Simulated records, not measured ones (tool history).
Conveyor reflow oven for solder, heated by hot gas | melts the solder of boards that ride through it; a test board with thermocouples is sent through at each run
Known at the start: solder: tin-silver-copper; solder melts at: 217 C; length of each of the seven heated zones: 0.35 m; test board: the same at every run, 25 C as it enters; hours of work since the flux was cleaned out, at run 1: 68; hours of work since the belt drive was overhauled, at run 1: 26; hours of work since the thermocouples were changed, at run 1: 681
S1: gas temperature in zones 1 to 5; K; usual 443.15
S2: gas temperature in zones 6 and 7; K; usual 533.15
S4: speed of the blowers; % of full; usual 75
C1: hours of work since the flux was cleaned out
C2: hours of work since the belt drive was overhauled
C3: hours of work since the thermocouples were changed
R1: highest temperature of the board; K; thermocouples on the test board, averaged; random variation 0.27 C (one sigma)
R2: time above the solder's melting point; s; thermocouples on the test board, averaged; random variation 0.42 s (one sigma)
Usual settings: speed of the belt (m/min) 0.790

Run 1, day 0.000: usual settings; C1 68; C2 26; C3 681. Result: R1 517.35 K, R2 34.0 s.
Run 2, day 0.325: usual settings; C1 71; C2 30; C3 685. Result: R1 517.05 K, R2 34.7 s.
Run 3, day 0.971: usual settings; C1 78; C2 37; C3 692. Result: R1 517.05 K, R2 33.7 s.
Run 4, day 1.333: usual settings; C1 82; C2 41; C3 696. Result: R1 516.65 K, R2 34.6 s.
Run 5, day 1.942: usual settings; C1 89; C2 48; C3 703. Result: R1 517.05 K, R2 33.8 s.
Run 6, day 2.267: usual settings; C1 93; C2 51; C3 706. Result: R1 516.95 K, R2 34.2 s.
Run 7, day 2.846: usual settings but speed of the belt (m/min) 0.648; C1 99; C2 58; C3 713. Result: R1 522.75 K, R2 47.2 s.
Run 8, day 3.400: usual settings but speed of the belt (m/min) 0.708; C1 105; C2 64; C3 719. Result: R1 520.45 K, R2 41.0 s.
Run 9, day 3.858: usual settings but S1 446.15 K; C1 110; C2 69; C3 724. Result: R1 517.75 K, R2 35.5 s.
Run 10, day 4.171: usual settings but S1 446.15 K; C1 114; C2 72; C3 727. Result: R1 517.45 K, R2 34.8 s.
Run 11, day 4.771: usual settings but S1 446.15 K; C1 120; C2 79; C3 734. Result: R1 517.35 K, R2 36.0 s.
Run 12, day 5.121: usual settings but S1 434.15 K, S2 525.15 K, speed of the belt (m/min) 0.666, S4 58 % of full; C1 124; C2 83; C3 738. Result: R1 510.75 K, R2 33.2 s.
Run 13, day 5.700: usual settings but S1 454.15 K, S2 528.15 K, speed of the belt (m/min) 0.812, S4 61 % of full; C1 131; C2 89; C3 744. Result: R1 511.45 K, R2 31.4 s.
Run 14, day 6.254: usual settings but S1 452.15 K, S2 522.15 K, speed of the belt (m/min) 0.812, S4 61 % of full; C1 137; C2 95; C3 750. Result: R1 506.45 K, R2 26.8 s.
Run 15, day 6.808: usual settings but S1 448.15 K, S2 535.15 K, speed of the belt (m/min) 0.772, S4 55 % of full; C1 143; C2 101; C3 757. Result: R1 516.35 K, R2 34.4 s.
Run 16, day 7.467: usual settings but S1 438.15 K; C1 150; C2 109; C3 764. Result: R1 515.95 K, R2 32.7 s.
Run 17, day 8.025: usual settings but S1 431.15 K, S2 546.15 K, speed of the belt (m/min) 0.818; C1 156; C2 115; C3 770. Result: R1 525.25 K, R2 34.0 s.
Run 18, day 8.588: usual settings but S1 446.15 K, S2 535.15 K; C1 163; C2 121; C3 776. Result: R1 519.75 K, R2 36.7 s.
Run 19, day 9.062: usual settings but S1 446.15 K, S2 535.15 K, speed of the belt (m/min) 0.854, S4 66 % of full; C1 168; C2 126; C3 781. Result: R1 515.05 K, R2 30.4 s.
Run 20, day 9.542: usual settings but S1 446.15 K, S2 535.15 K, speed of the belt (m/min) 0.854, S4 66 % of full; C1 173; C2 132; C3 787. Result: R1 515.05 K, R2 30.5 s.
Run 21, day 10.058: usual settings but S1 431.15 K, S2 524.15 K, speed of the belt (m/min) 0.916, S4 82 % of full; C1 179; C2 137; C3 792. Result: R1 503.75 K, R2 16.7 s.
Run 22, day 10.704: usual settings but S1 435.15 K, S2 521.15 K, speed of the belt (m/min) 0.946; C1 186; C2 144; C3 800. Result: R1 499.75 K, R2 12.8 s.

Forecast each of these 3 alternatives for the next run:
Run A, day 11.096: usual settings but S1 438.15 K, S2 521.15 K, speed of the belt (m/min) 0.781, S4 62 % of full; C1 190; C2 149; C3 804. Result: R1 ?, R2 ?.
Run B, day 11.096: usual settings but S2 528.15 K; C1 190; C2 149; C3 804. Result: R1 ?, R2 ?.
Run C, day 11.096: usual settings but S1 447.15 K, S2 529.15 K; C1 190; C2 149; C3 804. Result: R1 ?, R2 ?.

run      R1    R2
  A  503.75  22.1
  B  512.35  32.0
  C  514.85  33.3
Without the tool's hidden state the same runs would have given:
run      R1    R2
  A  503.75  22.1
  B  512.35  32.0
  C  514.85  33.3

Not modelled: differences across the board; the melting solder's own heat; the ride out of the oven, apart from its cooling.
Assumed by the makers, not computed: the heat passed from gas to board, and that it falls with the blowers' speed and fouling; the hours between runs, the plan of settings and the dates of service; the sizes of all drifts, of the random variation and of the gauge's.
